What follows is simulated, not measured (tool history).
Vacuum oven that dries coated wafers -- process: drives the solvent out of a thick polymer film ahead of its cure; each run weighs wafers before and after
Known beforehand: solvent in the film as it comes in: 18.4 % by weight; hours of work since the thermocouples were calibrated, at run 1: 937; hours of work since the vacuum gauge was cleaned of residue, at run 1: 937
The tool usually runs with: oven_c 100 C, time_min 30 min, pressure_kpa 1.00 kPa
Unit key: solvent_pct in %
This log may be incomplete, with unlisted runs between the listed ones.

| run | hour | oven_c | time_min | pressure_kpa | hours of work since the thermocouples were calibrated | hours of work since the vacuum gauge was cleaned of residue | solvent_pct |
|---|---|---|---|---|---|---|---|
| 1 | 0.0 | 100 | 30 | 1.00 | 937 | 937 | 0.771 |
| 2 | 73.7 | 100 | 30 | 1.00 | 967 | 967 | 0.770 |
| 3 | 114.5 | 108 | 30 | 1.00 | 983 | 983 | 0.347 |
| 4 | 194.5 | 100 | 30 | 1.67 | 1015 | 1015 | 0.948 |
| 5 | 231.6 | 100 | 30 | 1.67 | 1030 | 1030 | 0.954 |
| 6 | 320.2 | 100 | 30 | 1.00 | 1066 | 1066 | 0.757 |
| 7 | 378.6 | 100 | 30 | 1.00 | 1089 | 1089 | 0.750 |
|  | 405.9 | oven's thermocouples calibrated |
| 8 | 458.2 | 100 | 30 | 0.75 | 21 | 1120 | 0.802 |
| 9 | 522.6 | 100 | 30 | 1.00 | 47 | 1146 | 0.872 |
| 10 | 569.4 | 100 | 30 | 1.00 | 66 | 1165 | 0.871 |
| 11 | 640.2 | 100 | 30 | 1.74 | 94 | 1193 | 1.107 |
| 12 | 706.5 | 100 | 30 | 1.00 | 121 | 1220 | 0.880 |
| 13 | 749.4 | 100 | 30 | 1.00 | 138 | 1237 | 0.860 |
| 14 | 790.4 | 100 | 30 | 1.00 | 154 | 1254 | 0.872 |
| 15 | 862.8 | 100 | 30 | 1.00 | 183 | 1283 | 0.865 |
| 16 | 931.3 | 100 | 30 | 1.00 | 211 | 1310 | 0.867 |
| 17 | 975.6 | 100 | 30 | 1.00 | 229 | 1328 | 0.859 |
| 18 | 1017.7 | 100 | 24 | 1.00 | 246 | 1345 | 1.337 |
| 19 | 1074.9 | 100 | 24 | 1.00 | 269 | 1368 | 1.332 |
| 20 | 1145.7 | 100 | 51 | 1.00 | 297 | 1396 | 0.417 |
| 21 | 1228.8 | 100 | 23 | 1.00 | 330 | 1430 | 1.450 |
| 22 | 1304.3 | 100 | 46 | 1.00 | 361 | 1460 | 0.448 |
| 23 | 1380.3 | 100 | 46 | 1.00 | 391 | 1491 | 0.442 |
| 24 | 1450.4 | 100 | 39 | 1.00 | 419 | 1519 | 0.534 |
|  | 1457.6 | vacuum gauge cleaned of residue and calibrated |
| 25 | 1497.2 | 100 | 39 | 1.00 | 438 | 16 | 0.565 |
| 26 | 1585.7 | 89 | 32 | 1.31 | 473 | 51 | 2.203 |
| 27 | 1645.4 | 100 | 32 | 1.31 | 497 | 75 | 0.879 |
| 28 | 1704.5 | 93 | 48 | 2.23 | 521 | 99 | 1.245 |
| 29 | 1743.5 | 115 | 18 | 0.78 | 537 | 115 | 0.561 |
| 30 | 1826.9 | 105 | 27 | 0.78 | 570 | 148 | 0.601 |
|  | 1908.0 | vacuum gauge cleaned of residue and calibrated, once more |
| 31 | 1909.5 | 105 | 27 | 0.78 | 603 | 1 | 0.536 |
| 32 | 1948.5 | 109 | 42 | 0.57 | 618 | 16 | 0.159 |
| 33 | 2006.0 | 109 | 42 | 0.57 | 641 | 39 | 0.144 |
| 34 | 2043.7 | 109 | 42 | 1.56 | 657 | 54 | 0.359 |
| 35 | 2110.4 | 100 | 30 | 3.14 | 683 | 81 | 1.406 |
| 36 | 2162.7 | 90 | 50 | 1.06 | 704 | 102 | 0.805 |
| 37 | 2234.5 | 102 | 40 | 1.76 | 733 | 131 | 0.609 |
| 38 | 2278.4 | 102 | 53 | 1.76 | 751 | 149 | 0.523 |
| 39 | 2328.7 | 100 | 27 | 1.00 | 771 | 169 | 0.971 |
| 40 | 2415.3 | 100 | 27 | 1.00 | 806 | 204 | 0.971 |
| 41 | 2464.5 | 114 | 24 | 2.31 | 825 | 223 | 0.545 |
| 42 | 2514.9 | 105 | 20 | 3.34 | 846 | 244 | 1.686 |
| 43 | 2589.6 | 105 | 27 | 2.00 | 876 | 274 | 0.820 |
| 44 | 2627.4 | 101 | 16 | 1.79 | 891 | 289 | 2.618 |
| 45 | 2698.9 | 105 | 30 | 1.42 | 920 | 318 | 0.577 |
| 46 | 2743.8 | 86 | 30 | 1.42 | 938 | 336 | 2.846 |

A few steps of solvent_pct between consecutive runs. Split each: what settings, incoming material and random variation would produce without the hidden state, and what is left over for the hidden state, along with gauge scatter present in only one of the two compared results (measured, and without hidden state):
Hidden conditions of the tool in this case: true wafer temperature over the reading, C; true pressure over the reading, kPa; drift of the gauge itself on solvent_pct, %.
Run 7 -> 8: pressure_kpa 1.00 -> 0.75, oven's thermocouples calibrated. solvent_pct +0.052 %: hidden state +0.118, all else -0.066.
Run 43 -> 44: oven_c 105 -> 101, time_min 27 -> 16, pressure_kpa 2.00 -> 1.79. solvent_pct +1.798 %: hidden state -0.099, all else +1.897.
Run 44 -> 45: oven_c 101 -> 105, time_min 16 -> 30, pressure_kpa 1.79 -> 1.42. solvent_pct -2.041 %: hidden state +0.113, all else -2.154.
Run 45 -> 46: oven_c 105 -> 86. solvent_pct +2.269 %: hidden state -0.134, all else +2.403.

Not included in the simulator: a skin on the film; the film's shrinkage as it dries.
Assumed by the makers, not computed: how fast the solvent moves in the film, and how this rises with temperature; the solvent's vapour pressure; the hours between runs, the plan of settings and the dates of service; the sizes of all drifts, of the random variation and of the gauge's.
